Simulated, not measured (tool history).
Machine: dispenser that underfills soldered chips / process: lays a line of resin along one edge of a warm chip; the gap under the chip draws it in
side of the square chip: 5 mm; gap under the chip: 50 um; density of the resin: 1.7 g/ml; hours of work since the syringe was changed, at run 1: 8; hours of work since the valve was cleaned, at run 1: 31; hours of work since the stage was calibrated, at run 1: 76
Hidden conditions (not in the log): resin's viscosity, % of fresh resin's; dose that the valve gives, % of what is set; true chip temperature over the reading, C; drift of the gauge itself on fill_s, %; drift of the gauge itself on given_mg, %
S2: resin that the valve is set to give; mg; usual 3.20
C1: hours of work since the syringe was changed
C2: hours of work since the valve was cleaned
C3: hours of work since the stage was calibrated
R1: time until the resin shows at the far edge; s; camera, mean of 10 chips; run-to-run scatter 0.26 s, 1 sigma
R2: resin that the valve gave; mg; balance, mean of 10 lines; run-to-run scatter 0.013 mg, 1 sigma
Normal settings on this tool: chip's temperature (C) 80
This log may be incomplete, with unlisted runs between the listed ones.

Run 1, day 0.000: usual settings; C1 8; C2 31; C3 76. Result: R1 8.4 s, R2 3.15 mg.
At day 0.054: new syringe of resin.
Run 2, day 0.212: usual settings; C1 2; C2 34; C3 79. Result: R1 6.5 s, R2 3.13 mg.
Run 3, day 0.350: usual settings; C1 4; C2 36; C3 81. Result: R1 7.5 s, R2 3.12 mg.
Run 4, day 0.533: usual settings but chip's temperature (C) 85; C1 7; C2 39; C3 84. Result: R1 6.1 s, R2 3.12 mg.
Run 5, day 0.612: usual settings but chip's temperature (C) 85; C1 8; C2 40; C3 85. Result: R1 6.8 s, R2 3.12 mg.
At day 0.683: new syringe of resin.
Run 6, day 0.767: usual settings but chip's temperature (C) 86; C1 1; C2 42; C3 87. Result: R1 5.2 s, R2 3.13 mg.
Run 7, day 0.962: usual settings; C1 4; C2 45; C3 90. Result: R1 7.5 s, R2 3.13 mg.
Run 8, day 1.050: usual settings; C1 5; C2 46; C3 91. Result: R1 7.3 s, R2 3.12 mg.
Run 9, day 1.204: usual settings but chip's temperature (C) 75; C1 8; C2 49; C3 94. Result: R1 10.9 s, R2 3.12 mg.
At day 1.304: new syringe of resin.
Run 10, day 1.354: usual settings but chip's temperature (C) 75; C1 1; C2 51; C3 96. Result: R1 7.9 s, R2 3.11 mg.
Run 11, day 1.496: usual settings but chip's temperature (C) 75, S2 3.44 mg; C1 3; C2 53; C3 98. Result: R1 8.8 s, R2 3.33 mg.
Run 12, day 1.633: usual settings but chip's temperature (C) 75, S2 3.44 mg; C1 5; C2 55; C3 100. Result: R1 9.1 s, R2 3.34 mg.
Run 13, day 1.821: usual settings but chip's temperature (C) 75, S2 3.44 mg; C1 8; C2 58; C3 103. Result: R1 10.0 s, R2 3.33 mg.
At day 1.929: new syringe of resin.
Run 14, day 1.938: usual settings but chip's temperature (C) 75, S2 3.44 mg; C1 0; C2 59; C3 104. Result: R1 7.9 s, R2 3.34 mg.
Run 15, day 2.079: usual settings but chip's temperature (C) 69; C1 2; C2 61; C3 106. Result: R1 10.9 s, R2 3.09 mg.
Run 16, day 2.171: usual settings but chip's temperature (C) 69; C1 4; C2 63; C3 108. Result: R1 12.0 s, R2 3.09 mg.
Run 17, day 2.354: usual settings but chip's temperature (C) 79, S2 2.70 mg; C1 6; C2 65; C3 110. Result: R1 8.7 s, R2 2.61 mg.
Run 18, day 2.504: usual settings but chip's temperature (C) 88, S2 4.15 mg; C1 9; C2 68; C3 113. Result: R1 6.2 s, R2 4.00 mg.
At day 2.550: new syringe of resin.
Run 19, day 2.692: usual settings but chip's temperature (C) 70, S2 3.38 mg; C1 2; C2 70; C3 115. Result: R1 10.4 s, R2 3.26 mg.
Run 20, day 2.779: usual settings but chip's temperature (C) 70, S2 3.38 mg; C1 3; C2 71; C3 117. Result: R1 11.1 s, R2 3.24 mg.
Run 21, day 2.946: usual settings but chip's temperature (C) 93, S2 3.03 mg; C1 6; C2 74; C3 119. Result: R1 4.5 s, R2 2.92 mg.

3 options for the next run, each taken on its own from the tool as it stands now. Forecast them:
Run A, day 3.038: usual settings but S2 2.70 mg; C1 7; C2 75; C3 120. Result: R1 ?, R2 ?.
Run B, day 3.038: usual settings but chip's temperature (C) 73, S2 3.03 mg; C1 7; C2 75; C3 120. Result: R1 ?, R2 ?.
Run C, day 3.038: usual settings but chip's temperature (C) 68, S2 2.97 mg; C1 7; C2 75; C3 120. Result: R1 ?, R2 ?.

run    R1    R2
  A   9.1  2.60
  B  11.3  2.91
  C  13.9  2.83
Stripped of hidden state, with their random variation kept, the same runs would have yielded:
run    R1    R2
  A   7.1  2.70
  B   8.6  3.03
  C  10.6  2.95

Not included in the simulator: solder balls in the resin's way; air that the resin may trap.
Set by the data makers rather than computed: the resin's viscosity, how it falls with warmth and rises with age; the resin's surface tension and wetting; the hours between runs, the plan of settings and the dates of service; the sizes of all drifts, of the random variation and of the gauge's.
